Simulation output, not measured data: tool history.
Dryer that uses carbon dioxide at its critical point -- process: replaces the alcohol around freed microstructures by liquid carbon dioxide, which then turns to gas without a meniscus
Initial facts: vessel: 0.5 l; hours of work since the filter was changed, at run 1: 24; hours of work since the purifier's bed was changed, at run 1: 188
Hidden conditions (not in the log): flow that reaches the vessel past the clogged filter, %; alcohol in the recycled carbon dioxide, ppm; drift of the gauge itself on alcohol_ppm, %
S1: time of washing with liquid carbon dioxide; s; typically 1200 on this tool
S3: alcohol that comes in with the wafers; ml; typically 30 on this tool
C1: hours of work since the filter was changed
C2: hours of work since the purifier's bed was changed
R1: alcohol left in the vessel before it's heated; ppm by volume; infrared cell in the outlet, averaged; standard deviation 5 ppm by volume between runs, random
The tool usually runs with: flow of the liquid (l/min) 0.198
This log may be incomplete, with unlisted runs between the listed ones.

Run 1, hour 0.0: usual settings; C1 24; C2 188. Result: R1 105 ppm by volume.
Run 2, hour 38.0: usual settings; C1 47; C2 211. Result: R1 124 ppm by volume.
Run 3, hour 73.2: usual settings; C1 69; C2 233. Result: R1 122 ppm by volume.
Run 4, hour 114.9: usual settings; C1 94; C2 259. Result: R1 136 ppm by volume.
Run 5, hour 140.1: usual settings but S1 960 s; C1 110; C2 274. Result: R1 258 ppm by volume.
Run 6, hour 160.2: usual settings but S1 960 s; C1 122; C2 286. Result: R1 258 ppm by volume.
Run 7, hour 199.9: usual settings but S1 960 s; C1 147; C2 311. Result: R1 286 ppm by volume.
Run 8, hour 234.3: usual settings but S1 960 s, flow of the liquid (l/min) 0.287; C1 168; C2 332. Result: R1 140 ppm by volume.
Run 9, hour 271.9: usual settings but S3 41 ml; C1 191; C2 355. Result: R1 196 ppm by volume.
Run 10, hour 297.9: usual settings but flow of the liquid (l/min) 0.180; C1 207; C2 371. Result: R1 230 ppm by volume.
Run 11, hour 324.1: usual settings but flow of the liquid (l/min) 0.180; C1 223; C2 387. Result: R1 253 ppm by volume.
Run 12, hour 363.6: usual settings but flow of the liquid (l/min) 0.180; C1 247; C2 411. Result: R1 274 ppm by volume.
Run 13, hour 384.7: usual settings but flow of the liquid (l/min) 0.180; C1 260; C2 424. Result: R1 274 ppm by volume.
Run 14, hour 408.2: usual settings but flow of the liquid (l/min) 0.180; C1 274; C2 439. Result: R1 286 ppm by volume.
Run 15, hour 447.4: usual settings but flow of the liquid (l/min) 0.180; C1 299; C2 463. Result: R1 292 ppm by volume.
Run 16, hour 484.7: usual settings; C1 321; C2 486. Result: R1 267 ppm by volume.
Run 17, hour 529.1: usual settings; C1 349; C2 513. Result: R1 284 ppm by volume.
At hour 549.8: inlet filter changed.
Run 18, hour 552.2: usual settings; C1 1; C2 527. Result: R1 248 ppm by volume.
Run 19, hour 591.2: usual settings; C1 25; C2 551. Result: R1 255 ppm by volume.
At hour 610.0: purifier's bed changed.
Run 20, hour 627.3: usual settings; C1 46; C2 11. Result: R1 41 ppm by volume.
Run 21, hour 651.2: usual settings but S1 900 s, flow of the liquid (l/min) 0.298, S3 52 ml; C1 60; C2 25. Result: R1 33 ppm by volume.
Run 22, hour 692.5: usual settings but S1 1080 s, S3 25 ml; C1 86; C2 51. Result: R1 81 ppm by volume.
Run 23, hour 714.3: usual settings but S1 1080 s, S3 25 ml; C1 99; C2 64. Result: R1 97 ppm by volume.
Run 24, hour 735.3: usual settings but S1 1080 s, S3 25 ml; C1 112; C2 77. Result: R1 91 ppm by volume.
Run 25, hour 778.4: usual settings but S1 1440 s, flow of the liquid (l/min) 0.268, S3 40 ml; C1 138; C2 103. Result: R1 53 ppm by volume.
Run 26, hour 800.1: usual settings but S1 840 s, S3 100 ml; C1 152; C2 117. Result: R1 1209 ppm by volume.
Run 27, hour 840.6: usual settings but S1 840 s, S3 100 ml; C1 177; C2 142. Result: R1 1303 ppm by volume.
Run 28, hour 882.3: usual settings but S1 840 s, S3 100 ml; C1 202; C2 167. Result: R1 1352 ppm by volume.
Run 29, hour 901.0: usual settings but S1 840 s, S3 100 ml; C1 214; C2 179. Result: R1 1428 ppm by volume.
Run 30, hour 938.8: usual settings but S1 1140 s, flow of the liquid (l/min) 0.151, S3 25 ml; C1 237; C2 202. Result: R1 420 ppm by volume.
Run 31, hour 957.9: usual settings but S1 1920 s, flow of the liquid (l/min) 0.173, S3 100 ml; C1 249; C2 214. Result: R1 106 ppm by volume.
Run 32, hour 976.9: usual settings but S1 1920 s, flow of the liquid (l/min) 0.182, S3 100 ml; C1 260; C2 225. Result: R1 98 ppm by volume.
Run 33, hour 1012.2: usual settings but flow of the liquid (l/min) 0.182, S3 41 ml; C1 282; C2 247. Result: R1 246 ppm by volume.
Run 34, hour 1045.8: usual settings but flow of the liquid (l/min) 0.182, S3 41 ml; C1 303; C2 268. Result: R1 269 ppm by volume.
Run 35, hour 1090.2: usual settings but flow of the liquid (l/min) 0.182, S3 41 ml; C1 330; C2 295. Result: R1 283 ppm by volume.
Run 36, hour 1111.9: usual settings but S1 1080 s, flow of the liquid (l/min) 0.205, S3 111 ml; C1 343; C2 308. Result: R1 542 ppm by volume.
At hour 1140.1: inlet filter changed.
Run 37, hour 1144.6: usual settings but S1 1080 s, flow of the liquid (l/min) 0.205, S3 111 ml; C1 3; C2 328. Result: R1 276 ppm by volume.
Run 38, hour 1186.7: usual settings but S1 1080 s, flow of the liquid (l/min) 0.205, S3 111 ml; C1 29; C2 354. Result: R1 300 ppm by volume.
Run 39, hour 1231.4: usual settings but S1 1020 s, flow of the liquid (l/min) 0.246; C1 56; C2 381. Result: R1 159 ppm by volume.

What differs in the tool's unlogged condition from the final listed run ahead of each entry between runs to the first listed run following it?
Run 17 -> run 18: inlet filter changed (hour 549.8)
  flow that reaches the vessel past the clogged filter, %: 86.2 -> 99.3; alcohol in the recycled carbon dioxide, ppm: 211.2 -> 216.4
  measured less the result without the state, R1: +252 -> +218 ppm by volume
Run 19 -> run 20: purifier's bed changed (hour 610.0)
  flow that reaches the vessel past the clogged filter, %: 98.3 -> 97.5; alcohol in the recycled carbon dioxide, ppm: 226.3 -> 10.5
  measured less the result without the state, R1: +222 -> +10 ppm by volume
Run 36 -> run 37: inlet filter changed (hour 1140.1)
  flow that reaches the vessel past the clogged filter, %: 85.7 -> 99.5; alcohol in the recycled carbon dioxide, ppm: 131.7 -> 139.1
  measured less the result without the state, R1: +390 -> +140 ppm by volume

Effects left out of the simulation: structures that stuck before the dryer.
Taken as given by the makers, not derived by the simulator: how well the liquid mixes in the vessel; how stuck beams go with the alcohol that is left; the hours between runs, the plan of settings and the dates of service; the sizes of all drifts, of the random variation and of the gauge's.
